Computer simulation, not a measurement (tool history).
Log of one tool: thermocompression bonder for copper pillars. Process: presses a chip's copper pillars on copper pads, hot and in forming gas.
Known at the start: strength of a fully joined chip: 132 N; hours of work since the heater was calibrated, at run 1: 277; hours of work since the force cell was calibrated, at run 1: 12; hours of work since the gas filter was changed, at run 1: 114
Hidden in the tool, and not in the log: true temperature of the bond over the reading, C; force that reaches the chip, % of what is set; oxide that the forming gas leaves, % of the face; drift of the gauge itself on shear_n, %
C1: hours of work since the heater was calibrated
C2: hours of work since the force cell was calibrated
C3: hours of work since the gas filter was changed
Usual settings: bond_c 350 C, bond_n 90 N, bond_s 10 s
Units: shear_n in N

run 1 hour=0 | bond_c=350 bond_n=90 bond_s=10 | C1=277 C2=12 C3=114 | shear_n=58.4
run 2 hour=9.5 | bond_c=350 bond_n=90 bond_s=10 | C1=285 C2=19 C3=121 | shear_n=59.5
run 3 hour=20.2 | bond_c=350 bond_n=90 bond_s=10 | C1=293 C2=28 C3=130 | shear_n=59.7
run 4 hour=25 | bond_c=350 bond_n=90 bond_s=10 | C1=297 C2=32 C3=134 | shear_n=58.2
run 5 hour=33.3 | bond_c=357 bond_n=90 bond_s=10 | C1=304 C2=38 C3=140 | shear_n=61.4
run 6 hour=43.7 | bond_c=357 bond_n=90 bond_s=10 | C1=312 C2=46 C3=148 | shear_n=61.4
run 7 hour=52.6 | bond_c=357 bond_n=90 bond_s=10 | C1=319 C2=53 C3=155 | shear_n=61.9
run 8 hour=58.9 | bond_c=357 bond_n=90 bond_s=10 | C1=324 C2=58 C3=160 | shear_n=61.6
run 9 hour=66.2 | bond_c=350 bond_n=97 bond_s=10 | C1=329 C2=64 C3=166 | shear_n=61.6
run 10 hour=73.8 | bond_c=350 bond_n=97 bond_s=10 | C1=335 C2=70 C3=172 | shear_n=62.2
run 11 hour=83.1 | bond_c=350 bond_n=90 bond_s=27 | C1=343 C2=78 C3=179 | shear_n=81.6
run 12 hour=89.5 | bond_c=350 bond_n=102 bond_s=10 | C1=348 C2=83 C3=185 | shear_n=63.8
run 13 hour=99.2 | bond_c=350 bond_n=102 bond_s=10 | C1=356 C2=90 C3=192 | shear_n=63.2
run 14 hour=104.2 | bond_c=350 bond_n=102 bond_s=10 | C1=360 C2=94 C3=196 | shear_n=64.1
run 15 hour=111.7 | bond_c=324 bond_n=90 bond_s=6 | C1=365 C2=100 C3=202 | shear_n=38.3
run 16 hour=118.6 | bond_c=339 bond_n=99 bond_s=12 | C1=371 C2=106 C3=207 | shear_n=59.4
run 17 hour=126.6 | bond_c=366 bond_n=78 bond_s=6 | C1=377 C2=112 C3=214 | shear_n=47.5
run 18 hour=133.7 | bond_c=350 bond_n=90 bond_s=10 | C1=383 C2=118 C3=219 | shear_n=57.1
run 19 hour=139.4 | bond_c=366 bond_n=62 bond_s=10 | C1=387 C2=122 C3=224 | shear_n=46.4
run 20 hour=145.9 | bond_c=366 bond_n=62 bond_s=10 | C1=392 C2=127 C3=229 | shear_n=46.1
run 21 hour=154.4 | bond_c=350 bond_n=65 bond_s=10 | C1=399 C2=134 C3=236 | shear_n=41.8
run 22 hour=160 | bond_c=334 bond_n=122 bond_s=10 | C1=404 C2=138 C3=240 | shear_n=65.5
run 23 hour=164.9 | bond_c=334 bond_n=55 bond_s=9 | C1=407 C2=142 C3=244 | shear_n=30.5
run 24 hour=173.7 | bond_c=334 bond_n=55 bond_s=9 | C1=414 C2=149 C3=251 | shear_n=29.9
run 25 hour=184 | bond_c=334 bond_n=55 bond_s=9 | C1=422 C2=157 C3=259 | shear_n=30.5
run 26 hour=194.1 | bond_c=374 bond_n=70 bond_s=9 | C1=430 C2=165 C3=267 | shear_n=51.4
run 27 hour=203.1 | bond_c=362 bond_n=135 bond_s=19 | C1=438 C2=172 C3=274 | shear_n=95

Measured less the same run without the tool's hidden state. The same run-to-run variation is in both; the gauge's scatter may not be:
run=1 shear_n=-3.5
run=2 shear_n=-3.7
run=3 shear_n=-3.9
run=4 shear_n=-3.9
run=5 shear_n=-4.2
run=6 shear_n=-4.3
run=7 shear_n=-4.5
run=8 shear_n=-4.7
run=9 shear_n=-4.8
run=10 shear_n=-4.8
run=11 shear_n=-6.1
run=12 shear_n=-5.2
run=13 shear_n=-5.4
run=14 shear_n=-5.5
run=15 shear_n=-3.7
run=16 shear_n=-5.5
run=17 shear_n=-4.6
run=18 shear_n=-5.5
run=19 shear_n=-4.7
run=20 shear_n=-4.7
run=21 shear_n=-4.6
run=22 shear_n=-6.6
run=23 shear_n=-3.5
run=24 shear_n=-3.6
run=25 shear_n=-3.7
run=26 shear_n=-5.9
run=27 shear_n=-9.3
